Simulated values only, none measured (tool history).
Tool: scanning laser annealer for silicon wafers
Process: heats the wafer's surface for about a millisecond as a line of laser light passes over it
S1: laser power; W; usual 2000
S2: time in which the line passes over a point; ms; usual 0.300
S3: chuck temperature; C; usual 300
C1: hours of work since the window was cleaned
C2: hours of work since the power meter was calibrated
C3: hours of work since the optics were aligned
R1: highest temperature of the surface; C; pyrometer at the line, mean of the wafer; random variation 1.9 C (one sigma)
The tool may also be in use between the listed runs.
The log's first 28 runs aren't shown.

run     day    S1     S2   S3   C1    C2    C3    R1
 29  41.754  1715  0.232  300  652  1356  1001   920
 30  43.871  1782  0.343  270  685  1389  1034  1050
 31  45.575  1782  0.343  270  712  1415  1061  1051
 32  47.154  2000  0.300  291  737  1440  1085  1139
 33  49.017  2000  0.300  291  766  1469  1114  1140
 34  50.221  2000  0.300  291  785  1488  1133  1137
 35  52.150  2031  0.300  300  815  1518  1163  1163
 36  53.467  1901  0.221  298  835  1539  1184   993

The next listed run, before its measurement:
 37  55.283  2000  0.300  320  864  1567  1212   ?

R1: 1167 C
Without the tool's hidden state the same run would have given R1 1168 C.
